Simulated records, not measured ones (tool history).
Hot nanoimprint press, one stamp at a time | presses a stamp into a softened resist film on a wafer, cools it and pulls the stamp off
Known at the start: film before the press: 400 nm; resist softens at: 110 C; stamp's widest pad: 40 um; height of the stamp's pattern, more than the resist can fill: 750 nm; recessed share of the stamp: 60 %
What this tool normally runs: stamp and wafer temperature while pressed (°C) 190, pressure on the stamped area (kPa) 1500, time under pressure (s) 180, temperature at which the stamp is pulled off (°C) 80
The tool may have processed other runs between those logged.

run	hour	stamp and wafer temperature while pressed (°C)	pressure on the stamped area (kPa)	time under pressure (s)	temperature at which the stamp is pulled off (°C)	resist left under the stamp's widest pad (nm)	greatest force while the stamp is pulled off (N)
1	0.0	190	1500	180	80	188.5	160
2	9.3	190	1500	180	80	189.0	160
3	16.0	190	1500	180	80	189.7	155
4	25.3	190	1500	180	80	188.3	158
5	32.2	190	1500	180	80	187.2	158
6	40.2	190	1500	180	80	189.7	158
7	45.2	190	1500	180	80	190.0	155
# hour 54.4: stamp cleaned and given a new release coat
8	56.1	190	1500	180	80	187.1	144
9	64.5	187	2040	180	77	183.8	159

For run 10, what comes out?
10	73.9	187	2040	180	77	?	?

For run 10 the tool returned resist left under the stamp's widest pad (nm) 184.7, greatest force while the stamp is pulled off (N) 157.
Without the tool's hidden state the same run would have given resist left under the stamp's widest pad (nm) 186.6, greatest force while the stamp is pulled off (N) 157.
